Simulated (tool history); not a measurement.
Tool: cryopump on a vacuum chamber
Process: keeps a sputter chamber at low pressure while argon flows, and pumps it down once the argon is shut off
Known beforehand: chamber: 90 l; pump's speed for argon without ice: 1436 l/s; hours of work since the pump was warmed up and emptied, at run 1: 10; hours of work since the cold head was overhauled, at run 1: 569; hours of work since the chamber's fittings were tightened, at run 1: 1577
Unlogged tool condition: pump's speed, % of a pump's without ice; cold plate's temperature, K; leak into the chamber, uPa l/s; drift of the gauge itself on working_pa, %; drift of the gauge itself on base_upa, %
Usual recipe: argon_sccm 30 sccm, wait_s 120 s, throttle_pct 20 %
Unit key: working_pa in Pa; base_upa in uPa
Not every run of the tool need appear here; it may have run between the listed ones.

run   hour  argon_sccm  wait_s  throttle_pct  hours of work since the pump was warmed up and emptied  hours of work since the cold head was overhauled  hours of work since the chamber's fittings were tightened  working_pa  base_upa
  1    0.0          30     120            20                                                      10                                               569                                                       1577      0.1773      3.20
  2   26.1          30     120            20                                                      23                                               581                                                       1589      0.1777      3.24
  3   50.8          45     120            20                                                      34                                               593                                                       1601      0.2668      3.43
  4   75.7          45     120            20                                                      46                                               605                                                       1613      0.2662      3.26
  5   92.2          30     120            19                                                      54                                               612                                                       1621      0.1863      3.49
  6  116.8          30     120            20                                                      66                                               624                                                       1632      0.1786      3.50
  7  150.6          30     120            20                                                      82                                               640                                                       1648      0.1781      3.49
  8  186.3          30     120            19                                                      99                                               657                                                       1665      0.1876      3.56
     203.7  -- leaking fittings of the chamber tightened, without venting
  9  207.7          30     120            20                                                     108                                               666                                                          2      0.1782      1.05
 10  236.7          30     120            20                                                     122                                               680                                                         16      0.1798      0.95
 11  266.7          30     120            20                                                     136                                               694                                                         30      0.1802      1.06
 12  292.3          30     120            20                                                     148                                               706                                                         42      0.1787      1.08
 13  318.2          30     120            20                                                     160                                               719                                                         54      0.1797      1.08
 14  340.5          30     120            20                                                     171                                               729                                                         65      0.1801      1.07
 15  370.8          30     120            20                                                     185                                               744                                                         79      0.1807      1.12
 16  394.5          16     137            18                                                     196                                               755                                                         90      0.1072      1.05
 17  410.5          16     137            25                                                     204                                               762                                                         98      0.0771      1.08
 18  445.2          12     137            36                                                     221                                               779                                                        114      0.0413      1.08
 19  460.9          30     266            20                                                     228                                               786                                                        122      0.1802      0.80
 20  485.4          30      29            29                                                     240                                               798                                                        134      0.1268      3.48
 21  515.5          30      29            19                                                     254                                               812                                                        148      0.1911      3.53
 22  551.1          29     183            47                                                     271                                               829                                                        165      0.0780      1.02
 23  567.0          32      53            28                                                     278                                               837                                                        172      0.1401      2.27
 24  592.2          26      53            20                                                     290                                               848                                                        184      0.1581      2.19
 25  609.5          30      98            40                                                     298                                               857                                                        192      0.0938      1.50
 26  636.8          30     209            40                                                     311                                               870                                                        205      0.0933      1.03
 27  655.9          13     132            57                                                     320                                               879                                                        214      0.0297      1.35

Consider 5 possible next runs. They are alternatives, not a sequence: every one starts from the tool as it was left by run 27. What does each give?
  A  690.6          39     132            16                                                     337                                               895                                                        231           ?         ?
  B  690.6          13      69            49                                                     337                                               895                                                        231           ?         ?
  C  690.6          30     120            43                                                     337                                               895                                                        231           ?         ?
  D  690.6          48     227            44                                                     337                                               895                                                        231           ?         ?
  E  690.6          18      41            58                                                     337                                               895                                                        231           ?         ?

run  working_pa  base_upa
  A      0.2958      1.31
  B      0.0348      2.00
  C      0.0895      1.41
  D      0.1397      1.08
  E      0.0395      2.81
What these runs would have given with no unlogged condition in the tool:
run  working_pa  base_upa
  A      0.2870      0.86
  B      0.0318      1.53
  C      0.0827      0.95
  D      0.1288      0.62
  E      0.0354      2.36

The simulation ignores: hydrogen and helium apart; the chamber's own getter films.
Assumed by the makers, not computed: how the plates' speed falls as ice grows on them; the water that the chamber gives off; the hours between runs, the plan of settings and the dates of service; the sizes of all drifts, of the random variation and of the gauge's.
